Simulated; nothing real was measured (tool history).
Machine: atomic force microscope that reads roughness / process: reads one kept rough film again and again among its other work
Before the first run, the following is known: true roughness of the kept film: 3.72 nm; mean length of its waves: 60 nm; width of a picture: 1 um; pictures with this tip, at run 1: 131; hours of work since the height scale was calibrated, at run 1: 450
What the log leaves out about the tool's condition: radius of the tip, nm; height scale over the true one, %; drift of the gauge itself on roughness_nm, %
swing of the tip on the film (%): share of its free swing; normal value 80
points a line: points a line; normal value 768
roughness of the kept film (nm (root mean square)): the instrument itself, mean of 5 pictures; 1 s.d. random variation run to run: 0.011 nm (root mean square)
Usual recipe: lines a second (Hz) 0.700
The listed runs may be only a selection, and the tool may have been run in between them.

run,hour,lines a second (Hz),swing of the tip on the film (%),points a line,pictures with this tip,hours of work since the height scale was calibrated,roughness of the kept film (nm (root mean square))
1,0.0,0.700,80,768,131,450,3.510
2,14.4,0.700,80,768,154,457,3.487
3,39.7,0.700,80,768,194,469,3.467
4,54.2,1.144,80,768,217,476,3.400
5,68.8,1.144,80,768,240,483,3.405
6,90.1,0.700,80,768,274,493,3.449
7,102.6,0.700,80,768,294,499,3.420
8,114.2,0.700,80,768,312,505,3.436
# hour 127.6: new tip fitted
9,127.6,0.700,80,768,0,511,3.520
10,150.8,0.700,80,768,37,522,3.497
11,175.1,0.861,80,768,76,534,3.495
12,195.8,0.861,80,768,109,544,3.469
13,207.4,0.861,80,768,127,550,3.455
14,234.1,0.861,80,768,169,563,3.454
15,245.4,0.861,57,602,187,568,3.508
16,260.8,0.861,57,602,212,575,3.536
17,287.3,0.700,78,347,254,588,3.456
18,312.9,3.677,78,705,294,601,3.115
# hour 316.3: height scale calibrated on a step standard
19,328.6,3.677,59,705,318,6,3.361
# hour 338.3: new tip fitted
20,347.0,0.700,76,768,14,15,3.533
21,357.8,0.653,80,924,31,20,3.503
22,384.7,0.653,80,924,74,33,3.503
23,410.6,0.700,66,456,115,45,3.523
24,428.6,3.218,80,456,144,54,3.174
# hour 437.5: height scale calibrated on a step standard, once more
25,452.8,3.218,81,487,181,7,3.176
26,464.7,3.404,68,487,199,13,3.337

Below, each run's measurement less what the same run would have read without the hidden state. Both values contain the same run-to-run variation, but the gauge's scatter may not be the same in both:
run,roughness of the kept film (nm (root mean square))
1,-0.056
2,-0.064
3,-0.079
4,-0.084
5,-0.092
6,-0.105
7,-0.110
8,-0.116
9,-0.023
10,-0.036
11,-0.047
12,-0.059
13,-0.065
14,-0.079
15,-0.088
16,-0.096
17,-0.109
18,-0.111
19,-0.140
20,-0.041
21,-0.046
22,-0.062
23,-0.076
24,-0.078
25,-0.057
26,-0.067
